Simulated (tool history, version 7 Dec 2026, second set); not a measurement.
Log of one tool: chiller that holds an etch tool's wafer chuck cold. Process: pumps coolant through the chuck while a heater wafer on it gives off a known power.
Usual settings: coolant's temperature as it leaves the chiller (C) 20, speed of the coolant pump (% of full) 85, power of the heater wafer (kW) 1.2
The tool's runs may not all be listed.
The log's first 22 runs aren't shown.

run    hour  coolant's temperature as it leaves the chiller (C)  speed of the coolant pump (% of full)  power of the heater wafer (kW)  hours since the coolant was changed and the channels were flushed  hours since the pump was overhauled  hours since the chiller's thermometer was calibrated  chuck's temperature once it has settled (C)  how much warmer the coolant comes back (C)
 23   927.7                                                  23                                     87                           0.676                                                               1876                                 3362                                                  1724                                         27.9                                        2.09
 24   970.7                                                  30                                     85                           0.676                                                               1919                                 3405                                                  1767                                         34.9                                        2.14
 25  1030.5                                                  20                                     65                           1.327                                                               1979                                 3465                                                  1827                                         32.8                                        5.55
 26  1057.5                                                  20                                     92                           0.947                                                               2006                                 3492                                                  1854                                         26.6                                        2.72
 27  1110.9                                                  19                                     94                           0.947                                                               2059                                 3545                                                  1907                                         25.6                                        2.72
 28  1149.5                                                  19                                     94                           0.947                                                               2098                                 3584                                                  1946                                         25.4                                        2.71
 29  1185.2                                                  12                                    100                           0.694                                                               2133                                 3619                                                  1981                                         16.5                                        1.85
 30  1215.6                                                  12                                    100                           0.694                                                               2164                                 3650                                                  2012                                         16.7                                        1.82
 31  1268.2                                                  22                                     85                            1.41                                                               2216                                 3702                                                  2064                                         32.6                                        4.49

3 options for the next run, each taken on its own from the tool as it stands now. Forecast them:
  A  1300.4                                                  13                                     83                            0.86                                                               2249                                 3735                                                  2096                                            ?                                           ?
  B  1300.4                                                  14                                     80                           1.028                                                               2249                                 3735                                                  2096                                            ?                                           ?
  C  1300.4                                                  12                                     73                           1.321                                                               2249                                 3735                                                  2096                                            ?                                           ?

run  chuck's temperature once it has settled (C)  how much warmer the coolant comes back (C)
  A                                         19.7                                        2.82
  B                                         22.2                                        3.45
  C                                         23.4                                        4.91
Take away the tool's hidden state, keep each run's random variation, and the runs would have read:
run  chuck's temperature once it has settled (C)  how much warmer the coolant comes back (C)
  A                                         18.9                                        2.47
  B                                         21.1                                        3.02
  C                                         21.8                                        4.29
